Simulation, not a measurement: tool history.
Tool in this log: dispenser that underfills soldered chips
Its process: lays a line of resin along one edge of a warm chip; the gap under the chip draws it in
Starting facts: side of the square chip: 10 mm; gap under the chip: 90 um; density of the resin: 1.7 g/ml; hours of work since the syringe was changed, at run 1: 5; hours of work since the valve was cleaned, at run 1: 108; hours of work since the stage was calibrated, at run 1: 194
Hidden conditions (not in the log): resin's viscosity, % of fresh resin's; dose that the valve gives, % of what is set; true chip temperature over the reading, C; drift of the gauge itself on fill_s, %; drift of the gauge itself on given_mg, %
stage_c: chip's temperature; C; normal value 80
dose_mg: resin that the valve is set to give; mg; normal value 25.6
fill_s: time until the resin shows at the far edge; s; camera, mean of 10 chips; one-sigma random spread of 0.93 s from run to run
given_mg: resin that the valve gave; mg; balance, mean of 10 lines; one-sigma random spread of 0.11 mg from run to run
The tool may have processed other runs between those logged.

run	day	stage_c	dose_mg	hours of work since the syringe was changed	hours of work since the valve was cleaned	hours of work since the stage was calibrated	fill_s	given_mg
1	0.000	80	25.6	5	108	194	116.8	23.55
# day 0.138: new syringe of resin
2	0.154	80	25.6	0	110	196	84.0	23.47
3	0.317	80	25.2	3	113	199	102.8	22.89
# day 0.592: new syringe of resin
4	0.592	80	22.5	0	118	204	86.8	20.39
5	0.779	80	22.5	3	121	207	109.0	20.51
6	0.992	80	22.5	7	125	211	134.8	20.55
# day 1.042: new syringe of resin
7	1.192	86	22.5	3	128	214	78.0	20.39
# day 1.488: new syringe of resin
8	1.496	80	25.6	0	134	220	81.0	22.93
9	1.750	87	25.6	5	138	224	79.3	23.04
# day 1.946: new syringe of resin
10	2.038	87	25.6	2	143	229	68.1	22.88
# day 2.154: dispensing valve cleaned and set on the balance
11	2.246	87	25.6	5	2	232	79.9	25.55
# day 2.438: new syringe of resin
12	2.492	90	29.9	1	6	236	54.9	29.80
13	2.608	94	23.9	3	8	238	54.0	23.81
14	2.862	89	22.7	8	12	243	89.0	22.52
# day 2.896: new syringe of resin
15	3.033	70	30.1	2	15	246	149.8	29.89
16	3.317	93	23.3	7	20	251	73.3	22.96
# day 3.342: new syringe of resin
17	3.554	93	23.3	4	24	255	57.9	22.70
18	3.754	75	23.5	7	28	258	160.6	22.94
# day 3.808: new syringe of resin
19	4.042	66	24.6	4	33	263	208.1	24.11
20	4.221	72	31.4	7	36	267	183.7	30.78
# day 4.258: new syringe of resin
21	4.379	72	31.4	2	39	269	134.5	30.52
22	4.646	72	29.2	7	43	274	181.5	28.37

Predict each of these 5 candidate next runs independently; none follows another, all start after run 22:
# day 4.704: new syringe of resin
A	4.829	93	22.4	2	47	277	?	?
# day 4.704: new syringe of resin
B	4.829	74	25.2	2	47	277	?	?
# day 4.704: new syringe of resin
C	4.829	80	22.1	2	47	277	?	?
# day 4.704: new syringe of resin
D	4.829	80	23.2	2	47	277	?	?
# day 4.704: new syringe of resin
E	4.829	87	33.3	2	47	277	?	?

run	fill_s	given_mg
A	52.8	21.62
B	125.3	24.33
C	95.3	21.61
D	95.0	22.33
E	67.7	32.16
Without the tool's hidden state the same runs would have given:
run	fill_s	given_mg
A	49.0	22.38
B	117.7	25.18
C	89.0	22.37
D	88.9	23.12
E	63.4	33.29
